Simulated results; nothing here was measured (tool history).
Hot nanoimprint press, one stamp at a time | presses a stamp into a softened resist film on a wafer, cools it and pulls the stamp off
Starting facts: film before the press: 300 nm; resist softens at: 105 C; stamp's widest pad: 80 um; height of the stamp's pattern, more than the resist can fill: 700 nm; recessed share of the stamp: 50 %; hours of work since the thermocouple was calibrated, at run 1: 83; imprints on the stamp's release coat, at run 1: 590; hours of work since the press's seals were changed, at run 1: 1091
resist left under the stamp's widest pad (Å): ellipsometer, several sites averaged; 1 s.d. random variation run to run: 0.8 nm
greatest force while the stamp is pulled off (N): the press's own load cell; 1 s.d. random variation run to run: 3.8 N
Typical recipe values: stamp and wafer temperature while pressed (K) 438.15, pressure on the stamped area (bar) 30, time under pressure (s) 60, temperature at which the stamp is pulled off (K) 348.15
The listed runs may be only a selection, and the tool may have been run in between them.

run    hour  stamp and wafer temperature while pressed (K)  pressure on the stamped area (bar)  time under pressure (s)  temperature at which the stamp is pulled off (K)  hours of work since the thermocouple was calibrated  imprints on the stamp's release coat  hours of work since the press's seals were changed  resist left under the stamp's widest pad (Å)  greatest force while the stamp is pulled off (N)
  1       0                                         438.15                                  30                       60                                            348.15                                                   83                                   590                                                1091                                          1146                                               221
  2    43.2                                         438.15                                  30                       60                                            348.15                                                  104                                   742                                                1113                                          1147                                               230
  3    78.7                                         438.15                                  30                       60                                            348.15                                                  121                                   867                                                1130                                          1147                                               233
  4   118.5                                         438.15                                  30                       60                                            348.15                                                  141                                  1008                                                1150                                          1144                                               242
      149.3  -- stamp cleaned and given a new release coat
  5   171.7                                         438.15                                  30                       60                                            348.15                                                  164                                    79                                                1173                                          1156                                               194
  6   205.5                                         438.15                                  30                       60                                            348.15                                                  181                                   198                                                1190                                          1161                                               202
  7   231.2                                         438.15                                  30                       60                                            348.15                                                  194                                   289                                                1202                                          1148                                               208
  8   274.4                                         438.15                                  30                       60                                            348.15                                                  215                                   441                                                1224                                          1165                                               213
  9   312.4                                         438.15                                  30                       60                                            348.15                                                  234                                   575                                                1243                                          1176                                               224
 10   349.1                                         438.15                                  30                       60                                            348.15                                                  252                                   704                                                1261                                          1182                                               233
 11   391.8                                         438.15                                  30                       60                                            348.15                                                  273                                   855                                                1282                                          1172                                               239
 12   426.7                                         438.15                                  30                       62                                            348.15                                                  290                                   978                                                1299                                          1173                                               245
      466.6  -- stamp cleaned and given a new release coat
 13     469                                         438.15                                  30                       60                                            348.15                                                  308                                     9                                                1317                                          1210                                               192
 14   513.7                                         438.15                                  30                       60                                            348.15                                                  330                                   166                                                1339                                          1184                                               202
 15     553                                         433.15                                  30                       60                                            348.15                                                  350                                   305                                                1358                                          1518                                               206
 16   603.1                                         430.15                                  30                       69                                            348.15                                                  374                                   482                                                1383                                          1668                                               218
      635.7  -- press's hydraulic seals changed and the load cell set to zero
 17   641.4                                         430.15                                  30                       69                                            348.15                                                  389                                   588                                                   3                                          1637                                               223
 18   666.1                                         430.15                                  30                       69                                            348.15                                                  402                                   676                                                  15                                          1636                                               244
 19   704.2                                         438.15                                21.8                       60                                            353.15                                                  420                                   810                                                  34                                          1369                                               216
 20   753.3                                         438.15                                  30                       59                                            351.15                                                  445                                   983                                                  58                                          1198                                               232
      791.1  -- stamp cleaned and given a new release coat
 21   806.1                                         438.15                                  30                       59                                            351.15                                                  468                                    53                                                  81                                          1204                                               182
      823.2  -- plate thermocouple calibrated
 22   832.7                                         438.15                                  30                       59                                            351.15                                                    5                                   136                                                  93                                          1077                                               182
 23     872                                         445.15                                44.5                       74                                            350.15                                                   24                                   275                                                 112                                           583                                               191
 24     926                                         438.15                                25.4                      108                                            348.15                                                   51                                   465                                                 139                                           950                                               217
 25   961.9                                         438.15                                40.3                      108                                            335.15                                                   68                                   592                                                 157                                           749                                               293
 26   986.7                                         438.15                                40.3                      108                                            335.15                                                   81                                   679                                                 169                                           751                                               285
 27  1012.7                                         438.15                                40.3                      108                                            335.15                                                   94                                   771                                                 182                                           747                                               305
 28  1056.8                                         438.15                                  30                       72                                            352.15                                                  115                                   926                                                 204                                          1034                                               214
 29  1081.8                                         436.15                                39.5                       57                                            352.15                                                  128                                  1014                                                 216                                          1102                                               227

4 options for the next run, each taken on its own from the tool as it stands now. Forecast them:
     1110.9  -- stamp cleaned and given a new release coat
  A  1119.6                                         440.15                                  30                       60                                            348.15                                                  143                                    30                                                 232                                             ?                                                 ?
     1110.9  -- stamp cleaned and given a new release coat
  B  1119.6                                         436.15                                  20                       90                                            344.15                                                  143                                    30                                                 232                                             ?                                                 ?
     1110.9  -- stamp cleaned and given a new release coat
  C  1119.6                                         436.15                                33.3                       57                                            352.15                                                  143                                    30                                                 232                                             ?                                                 ?
     1110.9  -- stamp cleaned and given a new release coat
  D  1119.6                                         437.15                                  30                       34                                            349.15                                                  143                                    30                                                 232                                             ?                                                 ?

run  resist left under the stamp's widest pad (Å)  greatest force while the stamp is pulled off (N)
  A                                          1026                                               188
  B                                          1296                                               207
  C                                          1200                                               169
  D                                          1462                                               182
With no hidden state in the tool, these same runs would have given:
run  resist left under the stamp's widest pad (Å)  greatest force while the stamp is pulled off (N)
  A                                           999                                               184
  B                                          1263                                               203
  C                                          1168                                               166
  D                                          1427                                               178

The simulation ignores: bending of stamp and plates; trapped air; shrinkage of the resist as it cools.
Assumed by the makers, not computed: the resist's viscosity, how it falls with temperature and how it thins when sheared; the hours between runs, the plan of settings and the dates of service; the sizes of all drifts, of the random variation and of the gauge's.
